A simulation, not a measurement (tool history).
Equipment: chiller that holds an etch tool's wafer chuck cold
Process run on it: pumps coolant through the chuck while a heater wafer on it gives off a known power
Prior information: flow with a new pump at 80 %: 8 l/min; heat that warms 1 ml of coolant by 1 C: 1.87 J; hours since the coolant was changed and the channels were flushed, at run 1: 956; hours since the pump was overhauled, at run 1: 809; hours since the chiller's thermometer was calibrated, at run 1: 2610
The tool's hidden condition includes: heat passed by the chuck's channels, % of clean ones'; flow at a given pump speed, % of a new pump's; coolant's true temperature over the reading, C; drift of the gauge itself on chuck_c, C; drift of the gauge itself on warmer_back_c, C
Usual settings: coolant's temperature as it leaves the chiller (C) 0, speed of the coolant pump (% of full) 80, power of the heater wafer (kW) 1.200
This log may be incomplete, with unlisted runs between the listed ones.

run,day,coolant's temperature as it leaves the chiller (C),speed of the coolant pump (% of full),power of the heater wafer (kW),hours since the coolant was changed and the channels were flushed,hours since the pump was overhauled,hours since the chiller's thermometer was calibrated,chuck's temperature once it has settled (C),how much warmer the coolant comes back (C)
1,0.000,0,80,1.200,956,809,2610,9.1,4.92
2,1.558,0,80,1.200,994,847,2648,9.0,4.90
3,2.462,0,80,1.200,1015,868,2669,9.0,4.91
4,4.125,0,80,1.200,1055,908,2709,8.9,4.99
5,4.812,0,80,1.200,1072,925,2726,8.9,4.98
6,6.042,0,80,1.200,1101,954,2755,9.0,5.01
7,7.179,0,80,1.200,1129,982,2782,9.1,4.98
8,8.271,0,80,1.200,1155,1008,2809,9.0,4.99
9,9.888,-4,80,1.200,1194,1047,2847,5.1,4.97
10,11.246,3,80,1.200,1226,1079,2880,12.1,4.98
11,12.046,3,80,1.200,1245,1098,2899,12.2,4.97
12,12.867,3,80,1.200,1265,1118,2919,12.0,4.90
13,14.058,3,80,1.200,1294,1147,2948,12.0,4.98
14,15.521,3,80,1.200,1329,1182,2983,12.2,4.96
15,16.854,0,63,1.200,1361,1214,3015,11.0,6.40
16,18.225,-2,80,1.200,1394,1247,3048,7.1,5.03
17,18.946,-2,89,0.956,1411,1264,3065,4.6,3.53
# day 19.217: chiller's thermometer calibrated
18,20.317,-2,89,0.956,1443,1296,26,5.3,3.55
19,21.467,5,84,1.250,1471,1324,54,14.8,4.98
20,22.442,-8,66,1.200,1494,1347,77,3.0,6.21
21,23.996,-8,66,1.200,1531,1384,115,2.8,6.15
22,25.562,-8,66,1.200,1569,1422,152,3.0,6.17
23,26.479,-8,66,1.200,1591,1444,174,3.2,6.26
24,27.446,-8,66,1.200,1614,1467,197,3.2,6.14
25,28.696,0,92,1.200,1644,1497,227,9.0,4.36
26,29.842,6,70,1.526,1672,1525,255,19.7,7.38
27,30.992,3,80,1.499,1699,1552,283,15.2,6.32
28,32.512,3,85,0.606,1736,1589,319,7.8,2.37
29,33.692,1,93,0.795,1764,1617,347,6.7,2.86
30,34.750,4,83,0.697,1789,1642,373,9.5,2.82
31,35.708,-2,80,1.175,1812,1665,396,7.7,4.92
32,36.925,3,80,1.311,1842,1695,425,13.6,5.50

Hidden state or all else? Some run-to-run changes of chuck's temperature once it has settled (C), split into what the settings, what came in and random variation would give without the hidden state, and what is left for the hidden state (with any gauge scatter that isn't in both results):
Run 17 -> 18: chiller's thermometer calibrated. chuck's temperature once it has settled (C) +0.7: hidden state +0.5, all else +0.2.
Run 18 -> 19: coolant's temperature as it leaves the chiller (C) -2 -> 5, speed of the coolant pump (% of full) 89 -> 84, power of the heater wafer (kW) 0.956 -> 1.250. chuck's temperature once it has settled (C) +9.5: hidden state +0.1, all else +9.4.
Run 19 -> 20: coolant's temperature as it leaves the chiller (C) 5 -> -8, speed of the coolant pump (% of full) 84 -> 66, power of the heater wafer (kW) 1.250 -> 1.200. chuck's temperature once it has settled (C) -11.8: hidden state +0.2, all else -12.0.
Run 25 -> 26: coolant's temperature as it leaves the chiller (C) 0 -> 6, speed of the coolant pump (% of full) 92 -> 70, power of the heater wafer (kW) 1.200 -> 1.526. chuck's temperature once it has settled (C) +10.7: hidden state +0.3, all else +10.4.
Run 27 -> 28: speed of the coolant pump (% of full) 80 -> 85, power of the heater wafer (kW) 1.499 -> 0.606. chuck's temperature once it has settled (C) -7.4: hidden state -0.5, all else -6.9.
